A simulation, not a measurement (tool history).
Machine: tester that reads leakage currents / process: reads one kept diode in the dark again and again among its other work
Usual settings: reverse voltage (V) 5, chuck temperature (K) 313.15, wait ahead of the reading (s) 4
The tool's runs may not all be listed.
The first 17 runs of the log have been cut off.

run	day	reverse voltage (V)	chuck temperature (K)	wait ahead of the reading (s)	hours of work since the probe card was cleaned	hours of work since the tester was calibrated	hours of work since the chuck was calibrated	current that the tester gives (pA)
18	89.983	5	308.15	0.74	1439	3365	472	317.64
19	95.046	5	320.15	0.49	1511	3437	544	765.43
20	100.004	5	320.15	0.49	1581	3507	614	762.94
21	104.121	17.9	320.15	1.33	1639	3565	672	1340.69
22	108.425	5	303.15	0.39	1699	3625	732	219.68
23	114.033	5	313.15	1.46	1778	3704	811	459.86
24	121.325	5	305.15	2.07	1881	3807	914	251.42
25	128.533	12.14	319.15	2.07	1983	3909	1016	1052.76
26	131.854	12.14	324.15	1.58	2029	3955	1062	1479.79
27	136.871	5	313.15	1.91	2100	4026	1133	460.63
28	140.95	5	313.15	1.91	2158	4084	1191	458.5
29	148.754	5	313.15	1.91	2268	4194	1301	458.66
30	153.354	4.86	313.15	0.86	2332	4258	1365	455.17

What if the next run were any one of these 5? Each begins from the tool's condition after run 30:
A	158.854	1.06	313.15	4	2410	4336	1443	?
B	158.854	4.86	305.15	0.86	2410	4336	1443	?
C	158.854	5	322.15	2.18	2410	4336	1443	?
D	158.854	7.61	331.15	0.42	2410	4336	1443	?
E	158.854	1.47	320.15	2.96	2410	4336	1443	?

run	current that the tester gives (pA)
A	234.18
B	249.04
C	876.08
D	1936.52
E	446.45
Without the tool's unlogged condition, the same runs would have read:
run	current that the tester gives (pA)
A	234.52
B	249.31
C	877.22
D	1938.98
E	447.08
